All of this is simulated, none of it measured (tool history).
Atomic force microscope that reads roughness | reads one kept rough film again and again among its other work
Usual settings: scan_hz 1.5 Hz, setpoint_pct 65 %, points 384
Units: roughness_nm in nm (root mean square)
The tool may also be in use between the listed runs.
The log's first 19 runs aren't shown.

run    hour  scan_hz  setpoint_pct  points  roughness_nm
 20   775.4     0.71            65     384         5.106
 21   805.3     0.71            65     383         5.011
        809  -- new tip fitted
 22   853.4     0.71            65     383         5.207
 23   877.2     0.71            65     383         5.203
 24   913.6     3.19            65     384         4.967
 25   945.8     3.19            65     384         4.879
        972  -- new tip fitted
 26   979.7     3.19            66     384         5.149
 27  1028.2     3.19            66     384          5.05
 28  1059.8     0.73            72     373         5.077
 29  1101.8     2.05            71     391         4.918
     1131.7  -- new tip fitted
 30  1152.4     1.49            81     412         5.105
 31  1176.7     2.75            86     293          4.75
 32  1234.1     0.92            80     384         4.975
 33  1260.7      1.5            65     863         4.935
     1291.4  -- new tip fitted
 34  1302.4      1.5            58     384         5.296
 35  1350.4      1.5            72     825         5.148
 36  1398.9      1.5            87     514         4.869
 37  1433.2     2.13            82     514         4.818
     1454.2  -- new tip fitted
 38  1471.2      3.7            65     887         5.142
 39  1527.1     0.84            85     887         5.119
 40  1582.5     0.84            85     887         4.975
 41  1611.8     3.88            85     844         4.474
     1615.6  -- new tip fitted
 42  1637.2     2.05            65     577         5.279
 43    1683     2.05            65     577         5.133

3 ways to go on from here, each from the tool as it stands after run 43. What would each give?
  A  1712.9      0.7            65     919             ?
  B  1712.9      1.5            65     343             ?
  C  1712.9     2.41            64     346             ?

run  roughness_nm
  A         5.191
  B         5.057
  C         5.045
Without the tool's hidden state the same runs would have given:
run  roughness_nm
  A         5.301
  B         5.163
  C         5.152
